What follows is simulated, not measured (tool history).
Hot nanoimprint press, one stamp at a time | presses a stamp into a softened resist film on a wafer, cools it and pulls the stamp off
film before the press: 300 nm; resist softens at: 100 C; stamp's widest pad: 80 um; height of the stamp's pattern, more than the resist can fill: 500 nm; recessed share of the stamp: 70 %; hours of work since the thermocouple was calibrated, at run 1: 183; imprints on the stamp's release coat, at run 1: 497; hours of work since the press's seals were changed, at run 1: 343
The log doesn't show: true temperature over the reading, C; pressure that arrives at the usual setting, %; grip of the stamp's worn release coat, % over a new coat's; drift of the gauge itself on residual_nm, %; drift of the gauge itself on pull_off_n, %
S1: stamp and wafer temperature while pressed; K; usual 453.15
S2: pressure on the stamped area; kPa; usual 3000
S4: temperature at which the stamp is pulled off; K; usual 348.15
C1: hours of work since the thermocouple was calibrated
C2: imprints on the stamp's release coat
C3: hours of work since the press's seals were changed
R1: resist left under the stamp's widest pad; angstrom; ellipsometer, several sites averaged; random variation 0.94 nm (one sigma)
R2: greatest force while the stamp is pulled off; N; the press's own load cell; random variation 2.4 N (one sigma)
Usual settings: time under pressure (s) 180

Run 1, hour 0.0: usual settings; C1 183; C2 497; C3 343. Result: R1 1767 angstrom, R2 131 N.
Run 2, hour 40.9: usual settings but time under pressure (s) 212; C1 206; C2 634; C3 365. Result: R1 1687 angstrom, R2 135 N.
At hour 111.8: stamp cleaned and given a new release coat.
Run 3, hour 119.7: usual settings; C1 246; C2 26; C3 405. Result: R1 1732 angstrom, R2 108 N.
Run 4, hour 174.7: usual settings; C1 276; C2 211; C3 435. Result: R1 1741 angstrom, R2 115 N.
Run 5, hour 247.2: usual settings but S4 337.15 K; C1 315; C2 455; C3 475. Result: R1 1751 angstrom, R2 137 N.
Run 6, hour 321.2: usual settings; C1 356; C2 704; C3 515. Result: R1 1726 angstrom, R2 133 N.
At hour 369.1: stamp cleaned and given a new release coat.
Run 7, hour 370.6: usual settings; C1 379; C2 5; C3 539. Result: R1 1734 angstrom, R2 104 N.
Run 8, hour 402.7: usual settings; C1 397; C2 113; C3 557. Result: R1 1732 angstrom, R2 112 N.
At hour 439.7: plate thermocouple calibrated.
Run 9, hour 450.6: usual settings; C1 6; C2 264; C3 581. Result: R1 1792 angstrom, R2 111 N.
Run 10, hour 504.8: usual settings but S1 452.15 K; C1 36; C2 447; C3 611. Result: R1 1836 angstrom, R2 128 N.
Run 11, hour 548.5: usual settings but S1 452.15 K; C1 59; C2 594; C3 635. Result: R1 1827 angstrom, R2 138 N.
At hour 632.0: stamp cleaned and given a new release coat.
Run 12, hour 632.0: usual settings but S2 2280 kPa, time under pressure (s) 138; C1 102; C2 0; C3 677. Result: R1 2136 angstrom, R2 110 N.
Run 13, hour 698.9: usual settings but S2 2090 kPa, time under pressure (s) 98, S4 336.15 K; C1 138; C2 226; C3 714. Result: R1 2346 angstrom, R2 130 N.
Run 14, hour 745.6: usual settings but S1 451.15 K, S2 2090 kPa, time under pressure (s) 108, S4 336.15 K; C1 164; C2 383; C3 739. Result: R1 2383 angstrom, R2 137 N.
Run 15, hour 820.6: usual settings but S1 451.15 K, S2 2090 kPa, time under pressure (s) 108, S4 336.15 K; C1 205; C2 635; C3 780. Result: R1 2377 angstrom, R2 146 N.
At hour 891.7: stamp cleaned and given a new release coat.
Run 16, hour 895.4: usual settings but S1 451.15 K, S2 2090 kPa, time under pressure (s) 108, S4 336.15 K; C1 242; C2 13; C3 818. Result: R1 2399 angstrom, R2 119 N.
Run 17, hour 956.6: usual settings but S1 451.15 K, S2 2090 kPa, time under pressure (s) 213, S4 336.15 K; C1 276; C2 219; C3 851. Result: R1 2063 angstrom, R2 130 N.
Run 18, hour 1016.3: usual settings but S1 451.15 K, S2 2090 kPa, time under pressure (s) 213, S4 336.15 K; C1 309; C2 419; C3 884. Result: R1 2070 angstrom, R2 135 N.
Run 19, hour 1049.4: usual settings but time under pressure (s) 315; C1 327; C2 531; C3 902. Result: R1 1498 angstrom, R2 128 N.
Run 20, hour 1089.6: usual settings but S1 454.15 K, time under pressure (s) 315, S4 341.15 K; C1 349; C2 666; C3 924. Result: R1 1455 angstrom, R2 138 N.
At hour 1152.0: stamp cleaned and given a new release coat.
Run 21, hour 1167.4: usual settings but S1 454.15 K, time under pressure (s) 315, S4 341.15 K; C1 388; C2 52; C3 963. Result: R1 1453 angstrom, R2 118 N.

Forecast each of these 5 alternatives for the next run:
Run A, hour 1205.8: usual settings but S1 454.15 K, time under pressure (s) 224; C1 409; C2 181; C3 984. Result: R1 ?, R2 ?.
Run B, hour 1205.8: usual settings but S1 455.15 K, time under pressure (s) 315, S4 341.15 K; C1 409; C2 181; C3 984. Result: R1 ?, R2 ?.
Run C, hour 1205.8: usual settings but S1 445.15 K, S2 3670 kPa, time under pressure (s) 315, S4 341.15 K; C1 409; C2 181; C3 984. Result: R1 ?, R2 ?.
Run D, hour 1205.8: usual settings but S1 454.15 K, time under pressure (s) 117, S4 341.15 K; C1 409; C2 181; C3 984. Result: R1 ?, R2 ?.
Run E, hour 1205.8: usual settings but S1 454.15 K, S2 4210 kPa, time under pressure (s) 230, S4 352.15 K; C1 409; C2 181; C3 984. Result: R1 ?, R2 ?.

run    R1   R2
  A  1617  116
  B  1404  120
  C  1658  118
  D  1923  123
  E  1347  108
Without the tool's hidden state the same runs would have given:
run    R1   R2
  A  1634  110
  B  1419  114
  C  1673  112
  D  1939  116
  E  1351  102
